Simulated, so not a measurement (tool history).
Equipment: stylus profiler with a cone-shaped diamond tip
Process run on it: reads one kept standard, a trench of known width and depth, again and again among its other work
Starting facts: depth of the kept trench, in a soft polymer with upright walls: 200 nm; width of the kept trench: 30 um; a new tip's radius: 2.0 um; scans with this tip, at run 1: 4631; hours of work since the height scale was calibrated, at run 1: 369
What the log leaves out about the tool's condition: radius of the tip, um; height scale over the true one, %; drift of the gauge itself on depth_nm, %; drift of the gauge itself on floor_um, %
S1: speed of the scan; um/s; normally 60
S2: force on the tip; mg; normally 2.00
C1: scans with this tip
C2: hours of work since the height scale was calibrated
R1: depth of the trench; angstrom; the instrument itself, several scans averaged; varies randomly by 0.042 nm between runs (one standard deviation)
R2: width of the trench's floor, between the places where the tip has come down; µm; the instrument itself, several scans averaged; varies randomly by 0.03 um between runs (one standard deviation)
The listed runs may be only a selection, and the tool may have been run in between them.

{"run": 1, "hour": 0.0, "S1": 60, "S2": 2.0, "C1": 4631, "C2": 369, "R1": 2025.8, "R2": 27.87}
{"run": 2, "hour": 35.3, "S1": 144, "S2": 2.0, "C1": 4892, "C2": 390, "R1": 2025.6, "R2": 27.32}
{"run": 3, "hour": 65.3, "S1": 144, "S2": 2.0, "C1": 5113, "C2": 408, "R1": 2025.3, "R2": 27.28}
{"run": 4, "hour": 90.6, "S1": 144, "S2": 2.0, "C1": 5300, "C2": 422, "R1": 2024.5, "R2": 27.35}
{"run": 5, "hour": 105.7, "S1": 144, "S2": 2.0, "C1": 5412, "C2": 431, "R1": 2025.8, "R2": 27.3}
{"run": 6, "hour": 137.7, "S1": 144, "S2": 2.0, "C1": 5648, "C2": 450, "R1": 2024.9, "R2": 27.33}
{"run": 7, "hour": 161.0, "S1": 144, "S2": 2.0, "C1": 5820, "C2": 464, "R1": 2025.1, "R2": 27.29}
{"run": 8, "hour": 177.4, "S1": 144, "S2": 2.0, "C1": 5941, "C2": 474, "R1": 2024.6, "R2": 27.31}
{"run": 9, "hour": 211.7, "S1": 60, "S2": 2.67, "C1": 6194, "C2": 494, "R1": 2030.8, "R2": 27.95}
{"run": 10, "hour": 227.9, "S1": 34, "S2": 2.0, "C1": 6314, "C2": 503, "R1": 2024.9, "R2": 28.07}
{"run": 11, "hour": 251.1, "S1": 60, "S2": 3.56, "C1": 6485, "C2": 517, "R1": 2037.5, "R2": 28.03}
{"run": 12, "hour": 269.6, "S1": 60, "S2": 3.56, "C1": 6622, "C2": 528, "R1": 2037.0, "R2": 27.93}
{"run": 13, "hour": 293.8, "S1": 60, "S2": 3.56, "C1": 6801, "C2": 542, "R1": 2037.0, "R2": 27.92}
{"run": 14, "hour": 321.8, "S1": 60, "S2": 3.56, "C1": 7007, "C2": 558, "R1": 2036.8, "R2": 27.97}
{"run": 15, "hour": 352.7, "S1": 114, "S2": 1.35, "C1": 7235, "C2": 577, "R1": 2019.7, "R2": 27.33}
{"run": 16, "hour": 377.1, "S1": 117, "S2": 1.91, "C1": 7415, "C2": 591, "R1": 2024.8, "R2": 27.53}
{"run": 17, "hour": 398.5, "S1": 63, "S2": 5.96, "C1": 7573, "C2": 604, "R1": 2053.4, "R2": 28.07}
{"run": 18, "hour": 423.7, "S1": 192, "S2": 1.71, "C1": 7759, "C2": 618, "R1": 2022.9, "R2": 26.93}
{"run": 19, "hour": 444.9, "S1": 34, "S2": 2.13, "C1": 7916, "C2": 631, "R1": 2026.5, "R2": 28.03}
{"run": 20, "hour": 464.2, "S1": 34, "S2": 2.13, "C1": 8059, "C2": 642, "R1": 2026.0, "R2": 28.11}
{"run": 21, "hour": 492.1, "S1": 138, "S2": 4.88, "C1": 8264, "C2": 659, "R1": 2047.0, "R2": 27.7}
{"run": 22, "hour": 508.6, "S1": 29, "S2": 1.0, "C1": 8386, "C2": 668, "R1": 2016.4, "R2": 28.03}
{"run": 23, "hour": 535.5, "S1": 33, "S2": 4.02, "C1": 8585, "C2": 684, "R1": 2040.3, "R2": 28.09}

What will run 24 give?
{"run": 24, "hour": 567.4, "S1": 33, "S2": 4.02, "C1": 8820, "C2": 703, "R1": "?", "R2": "?"}

R1: 2040.5 angstrom
R2: 28.07 µm
On a tool with no hidden condition, and with the same random variation, this run would have come out at R1 2040.5 angstrom, R2 28.08 µm.

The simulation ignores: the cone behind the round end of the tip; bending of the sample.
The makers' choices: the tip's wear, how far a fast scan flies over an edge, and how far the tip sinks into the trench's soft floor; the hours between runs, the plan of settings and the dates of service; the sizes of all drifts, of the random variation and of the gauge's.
